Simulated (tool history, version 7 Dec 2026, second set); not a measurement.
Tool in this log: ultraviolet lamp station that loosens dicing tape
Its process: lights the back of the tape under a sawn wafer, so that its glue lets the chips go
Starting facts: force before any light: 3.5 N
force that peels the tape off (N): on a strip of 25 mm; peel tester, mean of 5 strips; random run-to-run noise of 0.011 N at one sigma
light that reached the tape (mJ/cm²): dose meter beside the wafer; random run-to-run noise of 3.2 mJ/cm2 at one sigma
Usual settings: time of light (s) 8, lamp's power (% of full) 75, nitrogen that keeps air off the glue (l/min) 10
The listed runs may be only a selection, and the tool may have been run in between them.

run,hour,time of light (s),lamp's power (% of full),nitrogen that keeps air off the glue (l/min),force that peels the tape off (N),light that reached the tape (mJ/cm²)
1,0.0,8,75,10,0.659,418
2,7.6,8,75,10,0.711,410
3,15.3,8,75,7,0.800,409
# hour 17.2: window cleaned of glue's vapour
4,19.9,8,75,4,0.787,483
5,28.8,8,75,4,0.807,489
6,35.6,8,75,4,0.793,481
7,40.1,8,75,4,0.755,483
8,48.9,8,75,4,0.817,481
9,53.6,8,75,4,0.813,485
10,62.1,8,75,4,0.799,474
11,67.7,8,75,10,0.547,483
12,76.7,8,75,10,0.548,478
13,85.3,14,75,10,0.193,829
14,94.4,10,75,10,0.377,586
15,102.2,10,75,10,0.371,587
16,105.9,8,75,7,0.623,472
17,111.3,8,75,7,0.661,467
18,117.0,8,75,7,0.659,473
19,124.4,9,75,10,0.471,528
20,133.4,9,75,10,0.476,523
21,141.1,9,75,10,0.462,524
22,146.0,9,69,17,0.450,481
23,151.7,5,69,17,1.043,266
24,160.5,8,63,10,0.748,388
25,164.8,8,75,3,0.961,459
26,171.1,8,75,3,0.960,454
27,179.5,8,73,12,0.565,444
28,188.6,8,66,5,0.924,402
29,194.0,11,99,10,0.190,824
30,198.7,11,99,10,0.194,823
31,205.7,9,89,5,0.521,609
32,214.3,14,62,10,0.307,654
33,218.4,5,89,3,1.364,327
34,223.6,5,89,3,1.375,335
35,230.5,8,83,12,0.479,501
36,238.6,13,60,5,0.545,581
37,243.5,13,60,5,0.551,584
38,248.6,8,86,10,0.480,513
39,255.0,8,86,10,0.509,515
40,260.9,5,66,7,1.417,244

Measured less the same run without the tool's hidden state. The same run-to-run variation is in both; the gauge's scatter may not be:
The tool's hidden condition here consists of: lamp's light, % of a new lamp's; light that the window lets through, % of a clean one's; drift of the gauge itself on peel_n, %; drift of the gauge itself on dose_mj_cm2, %.
run,force that peels the tape off (N),light that reached the tape (mJ/cm²)
1,+0.189,-95
2,+0.201,-95
3,+0.218,-96
4,+0.047,-22
5,+0.052,-23
6,+0.052,-23
7,+0.052,-25
8,+0.060,-27
9,+0.061,-27
10,+0.064,-29
11,+0.054,-30
12,+0.057,-31
13,+0.022,-58
14,+0.048,-43
15,+0.049,-45
16,+0.071,-37
17,+0.077,-37
18,+0.079,-39
19,+0.066,-45
20,+0.069,-47
21,+0.068,-48
22,+0.068,-45
23,+0.110,-25
24,+0.100,-39
25,+0.115,-47
26,+0.117,-48
27,+0.092,-48
28,+0.122,-45
29,+0.036,-96
30,+0.035,-96
31,+0.096,-72
32,+0.064,-81
33,+0.150,-41
34,+0.153,-43
35,+0.097,-66
36,+0.110,-78
37,+0.110,-79
38,+0.102,-71
39,+0.109,-72
40,+0.167,-35
